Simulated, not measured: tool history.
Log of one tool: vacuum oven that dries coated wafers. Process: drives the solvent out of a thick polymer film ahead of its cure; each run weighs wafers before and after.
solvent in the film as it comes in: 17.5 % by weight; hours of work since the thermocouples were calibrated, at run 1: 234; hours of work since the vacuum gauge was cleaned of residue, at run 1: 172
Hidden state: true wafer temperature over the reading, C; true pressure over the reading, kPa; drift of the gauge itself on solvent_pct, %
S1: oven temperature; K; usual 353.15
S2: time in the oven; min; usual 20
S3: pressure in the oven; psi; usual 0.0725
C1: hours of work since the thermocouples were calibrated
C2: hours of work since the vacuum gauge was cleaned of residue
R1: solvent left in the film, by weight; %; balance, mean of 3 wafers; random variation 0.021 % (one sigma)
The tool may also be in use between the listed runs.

run	hour	S1	S2	S3	C1	C2	R1
1	0	353.15	20	0.0725	234	172	1.26
2	66.2	353.15	14	0.0725	280	217	2.49
3	129.2	350.15	14	0.0725	323	260	3.08
4	169.4	353.15	20	0.2748	351	288	1.6
5	200.2	353.15	20	0.2748	372	309	1.58
6	235.8	353.15	20	0.0725	396	333	1.21
7	299	353.15	20	0.0725	440	377	1.21
8	327.1	363.15	20	0.0725	459	396	0.37
9	372.7	363.15	20	0.0725	490	427	0.38
10	416.4	353.15	20	0.0725	520	457	1.19
11	459.6	353.15	29	0.0725	550	487	0.45
12	512.5	353.15	29	0.0725	586	523	0.5
13	580.9	353.15	29	0.0725	633	570	0.52
14	635.1	353.15	29	0.0725	670	607	0.5
# hour 656.9: oven's thermocouples calibrated
15	690.3	353.15	20	0.0474	23	644	1.1
16	719.9	353.15	20	0.0416	43	664	1.07
17	766	353.15	20	0.2621	75	696	1.44
18	798.6	353.15	20	0.2621	97	718	1.46
# hour 827.9: oven's thermocouples calibrated, once more
19	844.1	353.15	20	0.2621	11	748	1.68
20	905.6	353.15	20	0.0725	53	790	1.26
21	940.2	353.15	20	0.0725	77	814	1.29
22	984.3	353.15	20	0.0725	107	844	1.26
23	1018.1	353.15	18	0.0725	131	867	1.58
24	1070.2	353.15	18	0.0725	166	903	1.58
25	1111.8	353.15	18	0.0725	195	932	1.57
26	1150.9	363.15	20	0.047	222	958	0.39
27	1201.5	363.15	20	0.047	256	993	0.35
28	1264.5	363.15	20	0.047	299	1036	0.38
29	1326.7	358.15	11	0.047	342	1079	2.48
30	1365.3	352.15	30	0.1593	369	1106	0.74
31	1410	352.15	30	0.1593	399	1136	0.71
32	1447.3	352.15	30	0.1593	425	1162	0.72
33	1483.8	352.15	30	0.1593	450	1187	0.75
34	1530.5	352.15	30	0.1593	482	1219	0.72
35	1585.6	352.15	30	0.1593	520	1257	0.73
36	1624.5	342.15	20	0.0725	546	1283	3.08
37	1692.6	339.15	25	0.1398	593	1330	2.91
38	1727	339.15	25	0.1398	617	1354	2.89
39	1783.3	339.15	25	0.1398	655	1392	2.91
# hour 1826.4: oven's thermocouples calibrated
40	1826.4	365.15	10	0.0548	0	1420	1.85
41	1871.4	358.15	12	0.269	31	1451	2.62
42	1935.8	366.15	20	0.0363	75	1496	0.31
43	1971.5	357.15	11	0.0619	100	1520	2.81
44	2003	357.15	11	0.0619	121	1542	2.83
45	2054.6	357.15	11	0.0619	157	1577	2.8

5 ways to go on from here, each from the tool as it stands after run 45. What would each give?
A	2113.1	350.15	15	0.0518	197	1617	?
B	2113.1	353.15	15	0.0725	197	1617	?
C	2113.1	355.15	12	0.0965	197	1617	?
D	2113.1	357.15	11	0.2515	197	1617	?
E	2113.1	359.15	11	0.0619	197	1617	?

run	R1
A	2.83
B	2.27
C	2.84
D	3.06
E	2.41
Without the tool's hidden state the same runs would have given:
run	R1
A	2.78
B	2.22
C	2.81
D	3.03
E	2.38

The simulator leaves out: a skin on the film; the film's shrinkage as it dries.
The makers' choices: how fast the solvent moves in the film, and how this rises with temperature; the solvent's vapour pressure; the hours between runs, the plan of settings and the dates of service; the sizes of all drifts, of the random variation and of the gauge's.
